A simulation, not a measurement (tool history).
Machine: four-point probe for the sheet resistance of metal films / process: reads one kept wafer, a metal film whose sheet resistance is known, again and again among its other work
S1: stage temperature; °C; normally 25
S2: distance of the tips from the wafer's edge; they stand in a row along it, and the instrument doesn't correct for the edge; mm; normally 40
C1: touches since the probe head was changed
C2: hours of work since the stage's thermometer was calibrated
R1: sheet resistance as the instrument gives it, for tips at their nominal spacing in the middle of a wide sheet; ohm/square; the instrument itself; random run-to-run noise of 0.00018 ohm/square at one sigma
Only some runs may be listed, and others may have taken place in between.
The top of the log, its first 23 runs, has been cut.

run,day,S1,S2,C1,C2,R1
24,72.271,25,31,51449,369,0.887817
25,74.271,23,6,53766,397,0.895398
26,78.408,31,12,58563,455,0.882071
27,80.712,25,9,61236,487,0.890156
28,84.008,28,47,65053,533,0.884831
29,85.871,28,40,67212,559,0.884961
30,88.658,23,48,70444,598,0.890904
31,90.671,23,48,72778,626,0.89113
32,93.875,23,48,76491,671,0.891455
33,96.679,35,40,79741,710,0.877385
# day 97.112: new probe head fitted
34,98.679,25,22,1816,738,0.886374
35,103.071,25,22,6909,799,0.88683
36,104.95,25,3,9086,826,0.907725
37,107.375,25,44,11897,860,0.886852
38,109.296,27,26,14123,887,0.884607
39,112.133,27,26,17411,926,0.884716
40,114.625,30,49,20302,961,0.881423
41,116.692,18,40,22693,990,0.895996
42,119.258,18,40,25671,1026,0.896038
43,123.733,18,40,30856,1089,0.896425

Here are 3 independent what-if runs from the current tool condition. What would each one return?
A,125.625,31,7,33050,1115,?
B,125.625,25,20,33050,1115,?
C,125.625,18,9,33050,1115,?

run,R1
A,0.884923
B,0.888465
C,0.898914
With the hidden condition removed and each run's random variation left untouched, the same runs would have given:
run,R1
A,0.881622
B,0.885154
C,0.89557

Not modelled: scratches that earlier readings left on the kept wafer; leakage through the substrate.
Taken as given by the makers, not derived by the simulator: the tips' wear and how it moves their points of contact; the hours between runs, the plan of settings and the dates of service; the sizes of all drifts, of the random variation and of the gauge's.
